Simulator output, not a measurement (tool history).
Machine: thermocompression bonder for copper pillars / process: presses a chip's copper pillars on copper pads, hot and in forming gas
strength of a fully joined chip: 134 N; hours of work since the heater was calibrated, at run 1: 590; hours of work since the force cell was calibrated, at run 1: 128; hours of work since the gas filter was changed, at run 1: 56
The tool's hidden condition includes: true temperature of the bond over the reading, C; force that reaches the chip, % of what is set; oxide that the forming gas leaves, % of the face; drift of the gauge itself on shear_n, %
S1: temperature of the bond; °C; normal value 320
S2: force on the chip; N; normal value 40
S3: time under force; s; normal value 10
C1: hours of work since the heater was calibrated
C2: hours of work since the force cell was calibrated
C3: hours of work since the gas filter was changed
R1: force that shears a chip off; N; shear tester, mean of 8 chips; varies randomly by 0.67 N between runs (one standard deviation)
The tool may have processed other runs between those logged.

run 1 hour=0.0 | S1=320 S2=40 S3=10 | C1=590 C2=128 C3=56 | R1=59.5
run 2 hour=5.7 | S1=320 S2=40 S3=10 | C1=595 C2=132 C3=60 | R1=60.2
run 3 hour=16.3 | S1=320 S2=40 S3=10 | C1=603 C2=140 C3=69 | R1=60.0
run 4 hour=21.8 | S1=320 S2=40 S3=10 | C1=607 C2=145 C3=73 | R1=61.3
run 5 hour=28.0 | S1=320 S2=40 S3=10 | C1=612 C2=149 C3=78 | R1=60.2
run 6 hour=34.6 | S1=320 S2=56 S3=10 | C1=617 C2=155 C3=83 | R1=78.3
run 7 hour=45.3 | S1=342 S2=40 S3=10 | C1=625 C2=163 C3=91 | R1=77.9
run 8 hour=50.3 | S1=342 S2=40 S3=10 | C1=629 C2=167 C3=95 | R1=76.7
run 9 hour=55.2 | S1=291 S2=31 S3=7 | C1=633 C2=170 C3=99 | R1=26.9
run 10 hour=60.7 | S1=315 S2=31 S3=6 | C1=637 C2=175 C3=103 | R1=37.4
run 11 hour=68.3 | S1=327 S2=26 S3=15 | C1=643 C2=181 C3=109 | R1=52.4
run 12 hour=77.0 | S1=345 S2=26 S3=15 | C1=650 C2=187 C3=115 | R1=64.1
run 13 hour=85.9 | S1=345 S2=26 S3=15 | C1=656 C2=194 C3=122 | R1=65.0

Forecast each of these 4 alternatives for the next run:
run A hour=94.0 | S1=320 S2=60 S3=10 | C1=663 C2=200 C3=128 | R1=?
run B hour=94.0 | S1=342 S2=44 S3=23 | C1=663 C2=200 C3=128 | R1=?
run C hour=94.0 | S1=319 S2=39 S3=27 | C1=663 C2=200 C3=128 | R1=?
run D hour=94.0 | S1=334 S2=29 S3=10 | C1=663 C2=200 C3=128 | R1=?

run=A R1=81.0
run=B R1=101.7
run=C R1=82.0
run=D R1=54.5
What these runs would have given with no unlogged condition in the tool:
run=A R1=81.1
run=B R1=101.8
run=C R1=82.1
run=D R1=54.5
